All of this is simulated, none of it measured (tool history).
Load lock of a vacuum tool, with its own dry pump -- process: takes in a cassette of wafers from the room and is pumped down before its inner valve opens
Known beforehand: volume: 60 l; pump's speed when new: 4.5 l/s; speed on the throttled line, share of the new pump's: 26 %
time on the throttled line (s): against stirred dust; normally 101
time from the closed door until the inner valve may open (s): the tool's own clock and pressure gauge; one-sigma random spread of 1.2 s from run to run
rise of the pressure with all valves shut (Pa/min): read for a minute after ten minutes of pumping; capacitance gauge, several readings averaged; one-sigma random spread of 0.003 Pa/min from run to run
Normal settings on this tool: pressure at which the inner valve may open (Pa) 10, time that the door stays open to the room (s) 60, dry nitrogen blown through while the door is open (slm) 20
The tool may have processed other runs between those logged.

run,hour,time on the throttled line (s),pressure at which the inner valve may open (Pa),time that the door stays open to the room (s),dry nitrogen blown through while the door is open (slm),"incoming humidity of the room's air, %",time from the closed door until the inner valve may open (s),rise of the pressure with all valves shut (Pa/min)
1,0,101,10,60,20,43.6,210.5,0.118
2,151.9,155,10,60,20,42.9,248.7,0.111
3,336.2,155,10,60,20,44.6,248.9,0.116
4,535.1,101,10,60,20,47.7,214.2,0.121
5,686.7,101,10,60,20,47.6,212.4,0.125
6,836.3,96,10,29,20,42.3,210.2,0.116
7,927.3,96,10,29,20,45,209.4,0.115
8,1125.3,96,10,29,45,44.5,210.8,0.111
9,1317.6,96,10,200,45,44.9,207.8,0.144
10,1420.6,111,7,42,4,45.6,226.7,0.152

Consider 4 possible next runs. They are alternatives, not a sequence: every one starts from the tool as it was left by run 10. What does each give?
A,1584.5,101,8,39,20,44.8,?,?
B,1584.5,111,7,42,13,42.8,?,?
C,1584.5,111,13,39,9,47,?,?
D,1584.5,111,9,42,4,44.9,?,?

run,time from the closed door until the inner valve may open (s),rise of the pressure with all valves shut (Pa/min)
A,219.9,0.133
B,227.4,0.136
C,217.7,0.146
D,221,0.15
Had the tool no hidden state, the same runs would have come out as:
run,time from the closed door until the inner valve may open (s),rise of the pressure with all valves shut (Pa/min)
A,202,0.034
B,210.1,0.039
C,201.9,0.049
D,204.5,0.05
